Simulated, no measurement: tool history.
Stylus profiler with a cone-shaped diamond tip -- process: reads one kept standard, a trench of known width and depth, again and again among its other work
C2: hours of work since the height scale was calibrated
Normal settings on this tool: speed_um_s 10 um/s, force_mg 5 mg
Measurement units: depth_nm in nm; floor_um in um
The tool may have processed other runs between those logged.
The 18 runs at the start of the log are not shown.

Run 19, hour 312.7: usual settings but speed_um_s 4 um/s; scans with this tip 2015; C2 33. Result: depth_nm 101.2 nm, floor_um 28.55 um.
Run 20, hour 327.4: usual settings but force_mg 7.77 mg; scans with this tip 2063; C2 39. Result: depth_nm 101.58 nm, floor_um 28.54 um.
Run 21, hour 341.5: usual settings but force_mg 7.77 mg; scans with this tip 2109; C2 45. Result: depth_nm 101.6 nm, floor_um 28.55 um.
At hour 347.3: height scale calibrated on a step standard, once more.
Run 22, hour 353.3: usual settings but speed_um_s 5 um/s, force_mg 3.67 mg; scans with this tip 2146; C2 2. Result: depth_nm 100.98 nm, floor_um 28.56 um.
Run 23, hour 374.5: usual settings but speed_um_s 22 um/s, force_mg 2.81 mg; scans with this tip 2215; C2 11. Result: depth_nm 100.66 nm, floor_um 28.55 um.
Run 24, hour 388.5: usual settings but speed_um_s 22 um/s, force_mg 2.81 mg; scans with this tip 2261; C2 17. Result: depth_nm 100.71 nm, floor_um 28.5 um.
Run 25, hour 405.7: usual settings but speed_um_s 5 um/s, force_mg 3.2 mg; scans with this tip 2318; C2 24. Result: depth_nm 100.79 nm, floor_um 28.59 um.
Run 26, hour 418.4: usual settings but speed_um_s 5 um/s, force_mg 3.2 mg; scans with this tip 2359; C2 29. Result: depth_nm 100.81 nm, floor_um 28.53 um.
Run 27, hour 438.1: usual settings but speed_um_s 5 um/s, force_mg 3.2 mg; scans with this tip 2424; C2 37. Result: depth_nm 100.85 nm, floor_um 28.51 um.
Run 28, hour 459.1: usual settings but speed_um_s 5 um/s, force_mg 3.2 mg; scans with this tip 2492; C2 46. Result: depth_nm 100.86 nm, floor_um 28.53 um.
Run 29, hour 479.3: usual settings but speed_um_s 5 um/s, force_mg 3.2 mg; scans with this tip 2558; C2 54. Result: depth_nm 100.81 nm, floor_um 28.54 um.
Run 30, hour 494.6: usual settings but speed_um_s 12 um/s, force_mg 3.2 mg; scans with this tip 2608; C2 61. Result: depth_nm 100.82 nm, floor_um 28.55 um.
Run 31, hour 517.2: usual settings but speed_um_s 12 um/s, force_mg 3.2 mg; scans with this tip 2682; C2 70. Result: depth_nm 100.74 nm, floor_um 28.5 um.
Run 32, hour 530.4: usual settings but speed_um_s 12 um/s, force_mg 3.2 mg; scans with this tip 2726; C2 76. Result: depth_nm 100.92 nm, floor_um 28.53 um.
Run 33, hour 541.5: usual settings but speed_um_s 2 um/s, force_mg 4.25 mg; scans with this tip 2762; C2 80. Result: depth_nm 101.04 nm, floor_um 28.55 um.
Run 34, hour 564: usual settings but speed_um_s 5 um/s, force_mg 9.78 mg; scans with this tip 2836; C2 89. Result: depth_nm 101.73 nm, floor_um 28.52 um.
Run 35, hour 579.6: usual settings but speed_um_s 3 um/s, force_mg 3.5 mg; scans with this tip 2887; C2 96. Result: depth_nm 100.89 nm, floor_um 28.63 um.
Run 36, hour 591.8: usual settings but speed_um_s 3 um/s, force_mg 3.5 mg; scans with this tip 2927; C2 101. Result: depth_nm 100.93 nm, floor_um 28.54 um.
Run 37, hour 615.1: usual settings but speed_um_s 18 um/s, force_mg 5.5 mg; scans with this tip 3003; C2 110. Result: depth_nm 101.25 nm, floor_um 28.55 um.
Run 38, hour 631.1: usual settings but speed_um_s 5 um/s, force_mg 5.73 mg; scans with this tip 3056; C2 117. Result: depth_nm 101.23 nm, floor_um 28.58 um.
Run 39, hour 646.5: usual settings but speed_um_s 5 um/s, force_mg 5.73 mg; scans with this tip 3106; C2 123. Result: depth_nm 101.32 nm, floor_um 28.55 um.
Run 40, hour 663.9: usual settings but speed_um_s 2 um/s, force_mg 5.73 mg; scans with this tip 3163; C2 131. Result: depth_nm 101.19 nm, floor_um 28.58 um.
Run 41, hour 674.1: usual settings but speed_um_s 2 um/s, force_mg 5.73 mg; scans with this tip 3196; C2 135. Result: depth_nm 101.33 nm, floor_um 28.55 um.

5 ways to go on from here, each from the tool as it stands after run 41. What would each give?
Run A, hour 697.4: usual settings but force_mg 1.76 mg; scans with this tip 3272; C2 144. Result: depth_nm ?, floor_um ?.
Run B, hour 697.4: usual settings but speed_um_s 13 um/s, force_mg 1.93 mg; scans with this tip 3272; C2 144. Result: depth_nm ?, floor_um ?.
Run C, hour 697.4: usual settings but speed_um_s 2 um/s, force_mg 13.7 mg; scans with this tip 3272; C2 144. Result: depth_nm ?, floor_um ?.
Run D, hour 697.4: usual settings but speed_um_s 9 um/s, force_mg 1.73 mg; scans with this tip 3272; C2 144. Result: depth_nm ?, floor_um ?.
Run E, hour 697.4: usual settings but speed_um_s 2 um/s, force_mg 9.41 mg; scans with this tip 3272; C2 144. Result: depth_nm ?, floor_um ?.

run  depth_nm  floor_um
  A    100.64     28.56
  B    100.69     28.54
  C    102.28     28.52
  D    100.53     28.51
  E    101.66      28.6
Take away the tool's hidden state, keep each run's random variation, and the runs would have read:
run  depth_nm  floor_um
  A    100.65     28.61
  B     100.7     28.59
  C    102.28     28.57
  D    100.53     28.56
  E    101.67     28.64
